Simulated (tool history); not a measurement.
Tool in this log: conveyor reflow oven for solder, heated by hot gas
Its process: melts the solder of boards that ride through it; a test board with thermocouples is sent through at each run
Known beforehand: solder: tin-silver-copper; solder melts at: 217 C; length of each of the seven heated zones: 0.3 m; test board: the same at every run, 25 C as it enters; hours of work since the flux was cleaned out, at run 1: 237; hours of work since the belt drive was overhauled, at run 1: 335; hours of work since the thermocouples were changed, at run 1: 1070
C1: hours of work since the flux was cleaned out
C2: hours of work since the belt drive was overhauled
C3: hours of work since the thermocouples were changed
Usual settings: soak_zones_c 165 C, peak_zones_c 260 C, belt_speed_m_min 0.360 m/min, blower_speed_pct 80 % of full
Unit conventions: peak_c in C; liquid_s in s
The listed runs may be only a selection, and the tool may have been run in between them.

{"run": 1, "day": 0.0, "soak_zones_c": 165, "peak_zones_c": 260, "belt_speed_m_min": 0.36, "blower_speed_pct": 80, "C1": 237, "C2": 335, "C3": 1070, "peak_c": 244.6, "liquid_s": 63.3}
{"day": 0.692, "done": "flux residue cleaned out of gas plates and filters"}
{"day": 1.225, "done": "thermocouples of zones 6 and 7 changed"}
{"run": 2, "day": 2.075, "soak_zones_c": 165, "peak_zones_c": 260, "belt_speed_m_min": 0.36, "blower_speed_pct": 80, "C1": 22, "C2": 366, "C3": 15, "peak_c": 244.6, "liquid_s": 63.4}
{"run": 3, "day": 4.117, "soak_zones_c": 165, "peak_zones_c": 260, "belt_speed_m_min": 0.36, "blower_speed_pct": 80, "C1": 57, "C2": 401, "C3": 50, "peak_c": 244.8, "liquid_s": 63.7}
{"run": 4, "day": 5.404, "soak_zones_c": 179, "peak_zones_c": 260, "belt_speed_m_min": 0.36, "blower_speed_pct": 80, "C1": 80, "C2": 423, "C3": 72, "peak_c": 247.0, "liquid_s": 72.6}
{"run": 5, "day": 7.429, "soak_zones_c": 179, "peak_zones_c": 260, "belt_speed_m_min": 0.36, "blower_speed_pct": 80, "C1": 114, "C2": 458, "C3": 107, "peak_c": 246.8, "liquid_s": 72.5}
{"run": 6, "day": 9.029, "soak_zones_c": 179, "peak_zones_c": 260, "belt_speed_m_min": 0.36, "blower_speed_pct": 80, "C1": 142, "C2": 485, "C3": 134, "peak_c": 246.9, "liquid_s": 72.6}
{"run": 7, "day": 10.825, "soak_zones_c": 165, "peak_zones_c": 260, "belt_speed_m_min": 0.36, "blower_speed_pct": 80, "C1": 173, "C2": 516, "C3": 165, "peak_c": 244.6, "liquid_s": 63.3}
{"run": 8, "day": 11.912, "soak_zones_c": 165, "peak_zones_c": 260, "belt_speed_m_min": 0.36, "blower_speed_pct": 80, "C1": 192, "C2": 535, "C3": 184, "peak_c": 244.7, "liquid_s": 63.2}
{"run": 9, "day": 13.617, "soak_zones_c": 165, "peak_zones_c": 260, "belt_speed_m_min": 0.36, "blower_speed_pct": 80, "C1": 221, "C2": 564, "C3": 213, "peak_c": 244.5, "liquid_s": 63.0}
{"run": 10, "day": 14.721, "soak_zones_c": 165, "peak_zones_c": 249, "belt_speed_m_min": 0.36, "blower_speed_pct": 80, "C1": 240, "C2": 583, "C3": 232, "peak_c": 235.1, "liquid_s": 50.9}
{"day": 15.275, "done": "flux residue cleaned out of gas plates and filters"}
{"run": 11, "day": 16.25, "soak_zones_c": 165, "peak_zones_c": 263, "belt_speed_m_min": 0.36, "blower_speed_pct": 80, "C1": 17, "C2": 606, "C3": 255, "peak_c": 247.3, "liquid_s": 66.1}
{"run": 12, "day": 17.629, "soak_zones_c": 165, "peak_zones_c": 263, "belt_speed_m_min": 0.36, "blower_speed_pct": 80, "C1": 40, "C2": 630, "C3": 279, "peak_c": 247.2, "liquid_s": 66.2}
{"run": 13, "day": 18.742, "soak_zones_c": 155, "peak_zones_c": 260, "belt_speed_m_min": 0.399, "blower_speed_pct": 80, "C1": 60, "C2": 649, "C3": 298, "peak_c": 239.3, "liquid_s": 46.5}
{"run": 14, "day": 20.021, "soak_zones_c": 164, "peak_zones_c": 250, "belt_speed_m_min": 0.343, "blower_speed_pct": 68, "C1": 82, "C2": 671, "C3": 320, "peak_c": 233.5, "liquid_s": 48.4}
{"run": 15, "day": 21.375, "soak_zones_c": 165, "peak_zones_c": 260, "belt_speed_m_min": 0.36, "blower_speed_pct": 52, "C1": 105, "C2": 694, "C3": 343, "peak_c": 232.7, "liquid_s": 40.7}
{"run": 16, "day": 23.275, "soak_zones_c": 165, "peak_zones_c": 262, "belt_speed_m_min": 0.36, "blower_speed_pct": 81, "C1": 138, "C2": 727, "C3": 376, "peak_c": 246.8, "liquid_s": 66.0}
{"run": 17, "day": 25.158, "soak_zones_c": 172, "peak_zones_c": 262, "belt_speed_m_min": 0.36, "blower_speed_pct": 81, "C1": 170, "C2": 759, "C3": 408, "peak_c": 247.7, "liquid_s": 70.3}
{"run": 18, "day": 26.138, "soak_zones_c": 172, "peak_zones_c": 262, "belt_speed_m_min": 0.36, "blower_speed_pct": 81, "C1": 187, "C2": 776, "C3": 425, "peak_c": 247.9, "liquid_s": 70.2}
{"run": 19, "day": 27.258, "soak_zones_c": 172, "peak_zones_c": 275, "belt_speed_m_min": 0.355, "blower_speed_pct": 81, "C1": 206, "C2": 795, "C3": 444, "peak_c": 259.4, "liquid_s": 81.4}
{"run": 20, "day": 28.258, "soak_zones_c": 165, "peak_zones_c": 249, "belt_speed_m_min": 0.36, "blower_speed_pct": 80, "C1": 223, "C2": 813, "C3": 462, "peak_c": 235.1, "liquid_s": 51.2}
{"day": 29.733, "done": "flux residue cleaned out of gas plates and filters"}
{"run": 21, "day": 29.783, "soak_zones_c": 165, "peak_zones_c": 268, "belt_speed_m_min": 0.36, "blower_speed_pct": 79, "C1": 1, "C2": 835, "C3": 484, "peak_c": 251.5, "liquid_s": 70.5}
{"run": 22, "day": 31.408, "soak_zones_c": 165, "peak_zones_c": 268, "belt_speed_m_min": 0.36, "blower_speed_pct": 79, "C1": 29, "C2": 863, "C3": 512, "peak_c": 251.1, "liquid_s": 70.2}
{"day": 32.612, "done": "belt drive overhauled, speed set with a stopwatch"}
{"run": 23, "day": 32.625, "soak_zones_c": 165, "peak_zones_c": 260, "belt_speed_m_min": 0.416, "blower_speed_pct": 80, "C1": 47, "C2": 0, "C3": 530, "peak_c": 239.7, "liquid_s": 47.7}
{"run": 24, "day": 34.275, "soak_zones_c": 165, "peak_zones_c": 253, "belt_speed_m_min": 0.416, "blower_speed_pct": 79, "C1": 75, "C2": 29, "C3": 559, "peak_c": 233.7, "liquid_s": 39.5}

3 options for the next run, each taken on its own from the tool as it stands now. Forecast them:
{"run": "A", "day": 35.488, "soak_zones_c": 165, "peak_zones_c": 253, "belt_speed_m_min": 0.346, "blower_speed_pct": 79, "C1": 96, "C2": 50, "C3": 579, "peak_c": "?", "liquid_s": "?"}
{"run": "B", "day": 35.488, "soak_zones_c": 178, "peak_zones_c": 260, "belt_speed_m_min": 0.401, "blower_speed_pct": 79, "C1": 96, "C2": 50, "C3": 579, "peak_c": "?", "liquid_s": "?"}
{"run": "C", "day": 35.488, "soak_zones_c": 165, "peak_zones_c": 260, "belt_speed_m_min": 0.304, "blower_speed_pct": 57, "C1": 96, "C2": 50, "C3": 579, "peak_c": "?", "liquid_s": "?"}

run=A peak_c=239.3 liquid_s=60.0
run=B peak_c=243.5 liquid_s=59.8
run=C peak_c=241.8 liquid_s=69.0
The same runs, with their run-to-run variation unchanged, on a tool lacking any hidden condition would have given:
run=A peak_c=239.3 liquid_s=60.1
run=B peak_c=243.5 liquid_s=59.9
run=C peak_c=241.8 liquid_s=69.0

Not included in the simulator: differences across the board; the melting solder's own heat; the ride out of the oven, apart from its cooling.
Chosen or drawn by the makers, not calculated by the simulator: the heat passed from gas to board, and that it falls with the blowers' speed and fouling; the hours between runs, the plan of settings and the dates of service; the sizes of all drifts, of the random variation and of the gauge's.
